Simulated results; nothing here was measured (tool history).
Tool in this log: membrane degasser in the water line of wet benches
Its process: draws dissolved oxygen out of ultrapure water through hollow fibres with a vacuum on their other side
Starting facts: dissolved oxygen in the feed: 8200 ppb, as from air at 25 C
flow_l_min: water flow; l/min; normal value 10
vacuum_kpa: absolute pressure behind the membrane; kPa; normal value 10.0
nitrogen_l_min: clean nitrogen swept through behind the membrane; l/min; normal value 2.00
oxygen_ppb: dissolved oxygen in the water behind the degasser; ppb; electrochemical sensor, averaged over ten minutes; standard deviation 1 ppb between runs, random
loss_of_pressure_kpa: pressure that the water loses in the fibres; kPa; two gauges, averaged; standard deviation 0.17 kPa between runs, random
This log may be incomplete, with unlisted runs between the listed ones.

{"run": 1, "day": 0.0, "flow_l_min": 10, "vacuum_kpa": 10.0, "nitrogen_l_min": 2.0, "oxygen_ppb": 97.4, "loss_of_pressure_kpa": 29.52}
{"run": 2, "day": 5.967, "flow_l_min": 10, "vacuum_kpa": 10.0, "nitrogen_l_min": 2.0, "oxygen_ppb": 97.9, "loss_of_pressure_kpa": 29.82}
{"run": 3, "day": 13.058, "flow_l_min": 10, "vacuum_kpa": 10.0, "nitrogen_l_min": 2.0, "oxygen_ppb": 97.5, "loss_of_pressure_kpa": 29.78}
{"run": 4, "day": 20.342, "flow_l_min": 10, "vacuum_kpa": 10.0, "nitrogen_l_min": 2.0, "oxygen_ppb": 98.0, "loss_of_pressure_kpa": 29.82}
{"run": 5, "day": 26.442, "flow_l_min": 10, "vacuum_kpa": 10.0, "nitrogen_l_min": 2.0, "oxygen_ppb": 96.9, "loss_of_pressure_kpa": 29.67}
{"run": 6, "day": 30.246, "flow_l_min": 10, "vacuum_kpa": 10.0, "nitrogen_l_min": 0.83, "oxygen_ppb": 207.4, "loss_of_pressure_kpa": 29.92}
{"run": 7, "day": 35.662, "flow_l_min": 10, "vacuum_kpa": 10.0, "nitrogen_l_min": 0.83, "oxygen_ppb": 203.7, "loss_of_pressure_kpa": 29.88}
{"run": 8, "day": 42.821, "flow_l_min": 10, "vacuum_kpa": 10.0, "nitrogen_l_min": 2.0, "oxygen_ppb": 97.5, "loss_of_pressure_kpa": 29.61}
{"run": 9, "day": 50.221, "flow_l_min": 10, "vacuum_kpa": 10.0, "nitrogen_l_min": 5.66, "oxygen_ppb": 44.9, "loss_of_pressure_kpa": 29.9}
{"run": 10, "day": 55.429, "flow_l_min": 10, "vacuum_kpa": 10.0, "nitrogen_l_min": 5.66, "oxygen_ppb": 45.0, "loss_of_pressure_kpa": 29.98}
{"run": 11, "day": 61.588, "flow_l_min": 10, "vacuum_kpa": 10.0, "nitrogen_l_min": 5.66, "oxygen_ppb": 45.8, "loss_of_pressure_kpa": 29.67}
{"run": 12, "day": 69.1, "flow_l_min": 10, "vacuum_kpa": 11.1, "nitrogen_l_min": 2.0, "oxygen_ppb": 110.1, "loss_of_pressure_kpa": 30.03}
{"run": 13, "day": 74.612, "flow_l_min": 10, "vacuum_kpa": 11.1, "nitrogen_l_min": 2.0, "oxygen_ppb": 112.3, "loss_of_pressure_kpa": 29.42}
{"run": 14, "day": 79.412, "flow_l_min": 10, "vacuum_kpa": 11.1, "nitrogen_l_min": 2.0, "oxygen_ppb": 110.2, "loss_of_pressure_kpa": 29.76}
{"run": 15, "day": 84.746, "flow_l_min": 10, "vacuum_kpa": 11.1, "nitrogen_l_min": 2.0, "oxygen_ppb": 110.5, "loss_of_pressure_kpa": 29.68}
{"run": 16, "day": 92.167, "flow_l_min": 10, "vacuum_kpa": 11.1, "nitrogen_l_min": 2.0, "oxygen_ppb": 110.3, "loss_of_pressure_kpa": 29.64}
{"run": 17, "day": 96.908, "flow_l_min": 7, "vacuum_kpa": 10.0, "nitrogen_l_min": 2.0, "oxygen_ppb": 65.8, "loss_of_pressure_kpa": 20.98}
{"run": 18, "day": 104.071, "flow_l_min": 8, "vacuum_kpa": 10.5, "nitrogen_l_min": 1.86, "oxygen_ppb": 85.6, "loss_of_pressure_kpa": 23.79}
{"run": 19, "day": 109.433, "flow_l_min": 8, "vacuum_kpa": 10.5, "nitrogen_l_min": 1.05, "oxygen_ppb": 142.4, "loss_of_pressure_kpa": 23.92}
{"run": 20, "day": 114.304, "flow_l_min": 8, "vacuum_kpa": 10.5, "nitrogen_l_min": 1.05, "oxygen_ppb": 139.6, "loss_of_pressure_kpa": 23.88}
{"run": 21, "day": 119.458, "flow_l_min": 8, "vacuum_kpa": 10.5, "nitrogen_l_min": 1.05, "oxygen_ppb": 140.9, "loss_of_pressure_kpa": 24.11}
{"run": 22, "day": 125.283, "flow_l_min": 8, "vacuum_kpa": 11.0, "nitrogen_l_min": 3.61, "oxygen_ppb": 52.5, "loss_of_pressure_kpa": 23.71}
{"run": 23, "day": 130.858, "flow_l_min": 10, "vacuum_kpa": 12.5, "nitrogen_l_min": 1.24, "oxygen_ppb": 190.8, "loss_of_pressure_kpa": 29.7}
{"run": 24, "day": 136.021, "flow_l_min": 10, "vacuum_kpa": 12.5, "nitrogen_l_min": 1.24, "oxygen_ppb": 191.3, "loss_of_pressure_kpa": 29.7}
{"run": 25, "day": 140.562, "flow_l_min": 10, "vacuum_kpa": 18.2, "nitrogen_l_min": 4.23, "oxygen_ppb": 102.1, "loss_of_pressure_kpa": 29.57}
{"run": 26, "day": 147.871, "flow_l_min": 10, "vacuum_kpa": 18.2, "nitrogen_l_min": 4.23, "oxygen_ppb": 100.7, "loss_of_pressure_kpa": 29.7}
{"run": 27, "day": 152.179, "flow_l_min": 13, "vacuum_kpa": 23.3, "nitrogen_l_min": 2.0, "oxygen_ppb": 327.8, "loss_of_pressure_kpa": 38.35}
{"run": 28, "day": 158.479, "flow_l_min": 10, "vacuum_kpa": 10.0, "nitrogen_l_min": 3.85, "oxygen_ppb": 58.1, "loss_of_pressure_kpa": 29.74}
{"run": 29, "day": 165.304, "flow_l_min": 9, "vacuum_kpa": 12.0, "nitrogen_l_min": 0.85, "oxygen_ppb": 226.2, "loss_of_pressure_kpa": 26.97}
{"run": 30, "day": 169.742, "flow_l_min": 12, "vacuum_kpa": 10.2, "nitrogen_l_min": 1.53, "oxygen_ppb": 153.6, "loss_of_pressure_kpa": 35.28}
{"run": 31, "day": 175.383, "flow_l_min": 12, "vacuum_kpa": 10.2, "nitrogen_l_min": 1.53, "oxygen_ppb": 151.0, "loss_of_pressure_kpa": 35.61}
{"run": 32, "day": 182.038, "flow_l_min": 10, "vacuum_kpa": 17.4, "nitrogen_l_min": 1.25, "oxygen_ppb": 279.7, "loss_of_pressure_kpa": 29.45}
{"run": 33, "day": 186.3, "flow_l_min": 10, "vacuum_kpa": 17.4, "nitrogen_l_min": 1.25, "oxygen_ppb": 281.8, "loss_of_pressure_kpa": 29.91}

Taken out of this log: 2 entries between the listed runs. Where each belongs, and how the hidden state differs across it:
After run 9, before run 10: vacuum gauge calibrated (day 53.054)
  true pressure behind the membrane over the reading, kPa: 0.01 -> 0
After run 28, before run 29: membrane cartridge changed (day 159.808)
  membrane still open, %: 99.8 -> 100

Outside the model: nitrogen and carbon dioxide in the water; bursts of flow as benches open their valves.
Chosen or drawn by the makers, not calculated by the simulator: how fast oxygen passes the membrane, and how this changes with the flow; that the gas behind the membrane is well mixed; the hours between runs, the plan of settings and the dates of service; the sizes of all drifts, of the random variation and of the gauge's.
